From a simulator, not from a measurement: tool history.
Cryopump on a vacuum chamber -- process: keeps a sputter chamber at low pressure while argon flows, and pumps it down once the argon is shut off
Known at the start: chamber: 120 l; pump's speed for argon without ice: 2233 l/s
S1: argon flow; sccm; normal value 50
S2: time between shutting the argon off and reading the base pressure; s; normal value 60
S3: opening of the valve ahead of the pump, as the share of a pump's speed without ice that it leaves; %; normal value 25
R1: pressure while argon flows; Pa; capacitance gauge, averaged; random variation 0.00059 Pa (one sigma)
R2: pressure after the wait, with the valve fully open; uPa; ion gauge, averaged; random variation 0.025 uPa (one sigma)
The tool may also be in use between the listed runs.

| run | hour | S1 | S2 | S3 | R1 | R2 |
|---|---|---|---|---|---|---|
| 1 | 0.0 | 50 | 60 | 25 | 0.1519 | 1.81 |
| 2 | 38.3 | 53 | 60 | 25 | 0.1613 | 1.85 |
| 3 | 75.9 | 53 | 60 | 25 | 0.1618 | 1.85 |
| 4 | 121.4 | 53 | 60 | 25 | 0.1629 | 1.87 |
| 5 | 143.7 | 53 | 60 | 25 | 0.1633 | 1.95 |
| 6 | 192.9 | 53 | 60 | 25 | 0.1640 | 1.91 |
| 7 | 239.9 | 21 | 60 | 25 | 0.0645 | 1.95 |
| 8 | 271.0 | 24 | 60 | 25 | 0.0740 | 1.99 |
| 9 | 306.5 | 24 | 60 | 25 | 0.0741 | 1.97 |
| 10 | 329.3 | 24 | 60 | 25 | 0.0745 | 2.00 |
| 11 | 374.8 | 24 | 60 | 25 | 0.0750 | 2.10 |
| 12 | 427.2 | 24 | 60 | 25 | 0.0751 | 2.09 |
| 13 | 473.0 | 24 | 60 | 25 | 0.0751 | 2.07 |
| 14 | 514.8 | 50 | 60 | 25 | 0.1586 | 2.12 |
|  | 562.5 | pump warmed up, emptied and cooled again |
| 15 | 571.9 | 50 | 60 | 25 | 0.1523 | 1.98 |
| 16 | 617.0 | 50 | 60 | 25 | 0.1535 | 2.08 |
| 17 | 656.2 | 50 | 60 | 25 | 0.1524 | 1.99 |
| 18 | 684.4 | 21 | 63 | 18 | 0.0888 | 2.02 |
| 19 | 709.0 | 21 | 63 | 17 | 0.0952 | 2.02 |

Run 20 has not been measured yet. What should we expect?
| 20 | 739.7 | 38 | 97 | 31 | ? | ? |

R1: 0.0942 Pa
R2: 1.75 uPa
Had the tool carried no hidden state, the very same run would have given R1 0.0922 Pa, R2 0.64 uPa.

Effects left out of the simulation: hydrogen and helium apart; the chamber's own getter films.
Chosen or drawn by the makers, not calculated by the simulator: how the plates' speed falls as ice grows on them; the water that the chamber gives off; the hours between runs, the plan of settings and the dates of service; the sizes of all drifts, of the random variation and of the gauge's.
